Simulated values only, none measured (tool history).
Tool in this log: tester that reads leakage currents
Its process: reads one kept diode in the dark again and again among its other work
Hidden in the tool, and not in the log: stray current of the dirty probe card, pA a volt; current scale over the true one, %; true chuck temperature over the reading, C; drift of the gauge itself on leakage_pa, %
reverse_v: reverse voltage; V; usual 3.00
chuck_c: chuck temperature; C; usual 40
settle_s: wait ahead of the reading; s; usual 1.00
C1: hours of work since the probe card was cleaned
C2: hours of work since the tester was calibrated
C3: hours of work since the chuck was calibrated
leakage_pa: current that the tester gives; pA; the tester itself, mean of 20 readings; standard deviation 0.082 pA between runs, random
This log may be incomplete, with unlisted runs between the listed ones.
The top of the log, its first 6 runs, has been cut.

run 7 hour=581.7 | reverse_v=3.00 chuck_c=40 settle_s=6.62 | C1=2309 C2=2909 C3=1690 | leakage_pa=20.74
run 8 hour=702.2 | reverse_v=3.00 chuck_c=40 settle_s=6.62 | C1=2360 C2=2960 C3=1741 | leakage_pa=20.74
-- hour=747.1 tester calibrated
run 9 hour=780.3 | reverse_v=3.00 chuck_c=40 settle_s=6.62 | C1=2392 C2=14 C3=1774 | leakage_pa=20.88
run 10 hour=901.1 | reverse_v=3.00 chuck_c=40 settle_s=1.00 | C1=2444 C2=65 C3=1825 | leakage_pa=21.57
run 11 hour=989.8 | reverse_v=3.00 chuck_c=40 settle_s=1.00 | C1=2481 C2=103 C3=1863 | leakage_pa=21.43
run 12 hour=1080.1 | reverse_v=3.00 chuck_c=40 settle_s=1.72 | C1=2520 C2=142 C3=1901 | leakage_pa=21.27
run 13 hour=1157.7 | reverse_v=3.00 chuck_c=40 settle_s=1.00 | C1=2553 C2=175 C3=1934 | leakage_pa=21.65
run 14 hour=1241.9 | reverse_v=5.47 chuck_c=40 settle_s=1.00 | C1=2589 C2=210 C3=1970 | leakage_pa=30.58
run 15 hour=1305.6 | reverse_v=5.47 chuck_c=40 settle_s=1.00 | C1=2616 C2=237 C3=1997 | leakage_pa=30.59
run 16 hour=1427.1 | reverse_v=3.00 chuck_c=40 settle_s=1.00 | C1=2667 C2=289 C3=2048 | leakage_pa=21.57
-- hour=1463.5 chuck's temperature calibrated
run 17 hour=1482.2 | reverse_v=3.00 chuck_c=40 settle_s=1.00 | C1=2690 C2=312 C3=8 | leakage_pa=21.57
run 18 hour=1551.0 | reverse_v=3.00 chuck_c=40 settle_s=1.00 | C1=2719 C2=341 C3=37 | leakage_pa=21.53
run 19 hour=1624.3 | reverse_v=3.00 chuck_c=40 settle_s=1.00 | C1=2750 C2=372 C3=68 | leakage_pa=21.68
run 20 hour=1708.6 | reverse_v=3.00 chuck_c=40 settle_s=1.00 | C1=2786 C2=408 C3=104 | leakage_pa=21.67
run 21 hour=1775.2 | reverse_v=3.00 chuck_c=40 settle_s=1.00 | C1=2814 C2=436 C3=132 | leakage_pa=21.50
run 22 hour=1847.8 | reverse_v=3.00 chuck_c=40 settle_s=1.00 | C1=2845 C2=467 C3=163 | leakage_pa=21.68
run 23 hour=1939.0 | reverse_v=1.67 chuck_c=33 settle_s=0.78 | C1=2884 C2=506 C3=202 | leakage_pa=9.74
run 24 hour=2044.3 | reverse_v=3.00 chuck_c=40 settle_s=1.10 | C1=2929 C2=551 C3=247 | leakage_pa=21.53
run 25 hour=2105.4 | reverse_v=8.36 chuck_c=40 settle_s=1.10 | C1=2955 C2=577 C3=273 | leakage_pa=38.93
run 26 hour=2206.4 | reverse_v=8.36 chuck_c=40 settle_s=1.10 | C1=2998 C2=619 C3=316 | leakage_pa=39.02
run 27 hour=2262.4 | reverse_v=8.36 chuck_c=40 settle_s=1.10 | C1=3021 C2=643 C3=340 | leakage_pa=38.94
run 28 hour=2332.7 | reverse_v=3.18 chuck_c=35 settle_s=1.00 | C1=3051 C2=673 C3=369 | leakage_pa=16.03

The next listed run, before its measurement:
run 29 hour=2454.8 | reverse_v=3.20 chuck_c=46 settle_s=3.19 | C1=3103 C2=725 C3=421 | leakage_pa=?

leakage_pa: 32.54 pA
Without the tool's hidden state the same run would have given leakage_pa 32.52 pA.

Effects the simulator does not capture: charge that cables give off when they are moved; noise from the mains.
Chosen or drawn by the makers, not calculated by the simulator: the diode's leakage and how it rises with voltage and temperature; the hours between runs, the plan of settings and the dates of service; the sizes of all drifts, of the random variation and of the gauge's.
